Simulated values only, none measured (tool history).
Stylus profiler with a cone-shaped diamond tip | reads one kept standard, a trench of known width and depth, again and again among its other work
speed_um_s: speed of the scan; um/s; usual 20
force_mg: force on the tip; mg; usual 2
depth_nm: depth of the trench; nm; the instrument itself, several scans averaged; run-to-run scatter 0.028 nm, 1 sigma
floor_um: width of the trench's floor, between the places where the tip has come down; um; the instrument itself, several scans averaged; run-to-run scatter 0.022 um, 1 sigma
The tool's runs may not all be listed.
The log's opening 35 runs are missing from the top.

run	hour	speed_um_s	force_mg	scans with this tip	hours of work since the height scale was calibrated	depth_nm	floor_um
36	574.5	28	0.83	3350	328	100.23	48.44
37	586.4	28	0.83	3401	333	100.34	48.46
38	606.1	37	2.69	3485	342	100.8	48.45
39	626.8	37	2.56	3573	350	100.69	48.49
40	637.5	7	1.2	3619	355	100.38	48.52
41	657.1	7	2.26	3703	363	100.64	48.58
42	672.9	6	5.46	3771	370	101.22	48.55
43	688	6	5.46	3836	376	101.28	48.54
44	706.7	7	5.74	3916	384	101.27	48.6
45	720.3	7	5.74	3974	390	101.36	48.6
46	740.5	11	5.96	4061	398	101.3	48.54

Branching from run 46: 3 alternative next runs. What would each branch give?
A	755.5	6	3.94	4125	404	?	?
B	755.5	29	5.09	4125	404	?	?
C	755.5	7	0.95	4125	404	?	?

run	depth_nm	floor_um
A	101	48.55
B	101.22	48.5
C	100.31	48.54
With no hidden state in the tool, these same runs would have given:
run	depth_nm	floor_um
A	101.1	48.57
B	101.32	48.53
C	100.41	48.56
